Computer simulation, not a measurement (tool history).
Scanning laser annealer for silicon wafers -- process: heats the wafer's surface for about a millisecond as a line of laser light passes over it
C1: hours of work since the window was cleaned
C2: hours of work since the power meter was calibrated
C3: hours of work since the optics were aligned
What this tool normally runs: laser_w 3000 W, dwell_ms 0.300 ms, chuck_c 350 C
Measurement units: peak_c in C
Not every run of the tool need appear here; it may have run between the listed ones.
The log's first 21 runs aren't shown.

Run 22, day 8.450: usual settings but laser_w 2746 W, dwell_ms 0.265 ms, chuck_c 359 C; C1 265; C2 128; C3 1087. Result: peak_c 926 C.
Run 23, day 8.804: usual settings but laser_w 2659 W, dwell_ms 0.237 ms, chuck_c 359 C; C1 269; C2 133; C3 1092. Result: peak_c 875 C.
Run 24, day 9.300: usual settings but laser_w 2572 W, chuck_c 367 C; C1 276; C2 139; C3 1098. Result: peak_c 919 C.
Run 25, day 9.617: usual settings but laser_w 2572 W, dwell_ms 0.226 ms, chuck_c 367 C; C1 281; C2 144; C3 1103. Result: peak_c 843 C.
Run 26, day 10.154: usual settings but laser_w 2902 W, dwell_ms 0.232 ms, chuck_c 353 C; C1 288; C2 151; C3 1110. Result: peak_c 917 C.
Run 27, day 10.521: usual settings but laser_w 3240 W, dwell_ms 0.296 ms, chuck_c 353 C; C1 293; C2 156; C3 1115. Result: peak_c 1088 C.
Run 28, day 10.879: usual settings but laser_w 3240 W, dwell_ms 0.296 ms, chuck_c 353 C; C1 298; C2 161; C3 1120. Result: peak_c 1087 C.
Run 29, day 11.208: usual settings but laser_w 2886 W, chuck_c 364 C; C1 302; C2 165; C3 1124. Result: peak_c 1005 C.
Run 30, day 11.529: usual settings but laser_w 2886 W, dwell_ms 0.244 ms, chuck_c 321 C; C1 306; C2 170; C3 1129. Result: peak_c 893 C.
Run 31, day 11.975: usual settings but laser_w 3235 W, dwell_ms 0.242 ms, chuck_c 321 C; C1 313; C2 176; C3 1135. Result: peak_c 980 C.
Run 32, day 12.508: usual settings but laser_w 3235 W, dwell_ms 0.242 ms, chuck_c 321 C; C1 320; C2 183; C3 1142. Result: peak_c 984 C.
Run 33, day 12.888: usual settings but dwell_ms 0.242 ms; C1 325; C2 188; C3 1147. Result: peak_c 948 C.
Run 34, day 13.196: usual settings but laser_w 2586 W, dwell_ms 0.216 ms, chuck_c 343 C; C1 329; C2 192; C3 1151. Result: peak_c 812 C.
Run 35, day 13.567: usual settings but laser_w 2586 W, dwell_ms 0.216 ms, chuck_c 343 C; C1 334; C2 197; C3 1156. Result: peak_c 812 C.
Run 36, day 14.021: usual settings but laser_w 2748 W, dwell_ms 0.376 ms, chuck_c 383 C; C1 340; C2 203; C3 1162. Result: peak_c 1055 C.
Run 37, day 14.288: usual settings but laser_w 2770 W, chuck_c 322 C; C1 344; C2 207; C3 1166. Result: peak_c 924 C.
Run 38, day 14.604: usual settings but laser_w 3244 W, dwell_ms 0.269 ms, chuck_c 351 C; C1 348; C2 211; C3 1170. Result: peak_c 1048 C.
Run 39, day 14.988: usual settings but laser_w 3244 W, dwell_ms 0.269 ms, chuck_c 351 C; C1 353; C2 217; C3 1175. Result: peak_c 1048 C.
Run 40, day 15.300: usual settings but laser_w 2588 W, chuck_c 359 C; C1 358; C2 221; C3 1180. Result: peak_c 912 C.

3 options for the next run, each taken on its own from the tool as it stands now. Forecast them:
Run A, day 15.825: usual settings but laser_w 2588 W, chuck_c 380 C; C1 365; C2 228; C3 1187. Result: peak_c ?.
Run B, day 15.825: usual settings but laser_w 2559 W, chuck_c 359 C; C1 365; C2 228; C3 1187. Result: peak_c ?.
Run C, day 15.825: usual settings but laser_w 2588 W, dwell_ms 0.372 ms, chuck_c 333 C; C1 365; C2 228; C3 1187. Result: peak_c ?.

run  peak_c
  A     932
  B     900
  C     951
Take away the tool's hidden state, keep each run's random variation, and the runs would have read:
run  peak_c
  A     972
  B     940
  C     996

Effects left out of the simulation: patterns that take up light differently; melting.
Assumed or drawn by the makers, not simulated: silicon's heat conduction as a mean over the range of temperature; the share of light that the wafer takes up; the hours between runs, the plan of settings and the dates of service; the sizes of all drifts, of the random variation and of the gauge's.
